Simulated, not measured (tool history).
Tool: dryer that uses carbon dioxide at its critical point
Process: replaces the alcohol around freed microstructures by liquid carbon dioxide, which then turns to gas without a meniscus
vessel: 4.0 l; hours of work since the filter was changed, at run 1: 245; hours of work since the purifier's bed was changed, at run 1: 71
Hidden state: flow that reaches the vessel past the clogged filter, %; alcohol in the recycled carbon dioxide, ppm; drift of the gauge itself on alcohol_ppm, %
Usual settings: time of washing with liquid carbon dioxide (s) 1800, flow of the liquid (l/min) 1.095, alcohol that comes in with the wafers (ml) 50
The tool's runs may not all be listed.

run,hour,time of washing with liquid carbon dioxide (s),flow of the liquid (l/min),alcohol that comes in with the wafers (ml),hours of work since the filter was changed,hours of work since the purifier's bed was changed,alcohol left in the vessel before it's heated (ppm by volume)
1,0,1800,1.095,50,245,71,65
2,12,1800,1.095,50,253,80,87
3,22.8,1800,1.095,50,260,87,87
4,43,1800,1.095,50,274,101,95
5,55.7,1800,1.095,50,283,109,83
6,72,1800,1.095,50,294,121,97
7,83.1,1800,1.095,50,302,128,105
8,93.2,1800,1.095,50,308,135,105
9,105.5,1800,1.095,50,317,144,109
10,120.8,1800,1.095,50,327,154,117
11,136.8,1800,1.7,50,338,165,81
12,154.5,1800,1.57,60,350,177,88
13,174.1,1800,1.57,110,364,190,103
14,183.9,1800,1.57,110,370,197,105
15,204.3,1200,1.12,34,384,211,291
16,219.6,1380,1.28,44,395,221,177
17,233,1200,1.14,52,404,231,364

4 ways to go on from here, each from the tool as it stands after run 17. What would each give?
A,250.1,1440,1.66,119,416,242,?
B,250.1,1440,0.95,50,416,242,?
C,250.1,1200,1.33,87,416,242,?
D,250.1,1800,1.095,25,416,242,?

run,alcohol left in the vessel before it's heated (ppm by volume)
A,146
B,381
C,354
D,142
Without the tool's hidden state the same runs would have given:
run,alcohol left in the vessel before it's heated (ppm by volume)
A,22
B,190
C,165
D,24

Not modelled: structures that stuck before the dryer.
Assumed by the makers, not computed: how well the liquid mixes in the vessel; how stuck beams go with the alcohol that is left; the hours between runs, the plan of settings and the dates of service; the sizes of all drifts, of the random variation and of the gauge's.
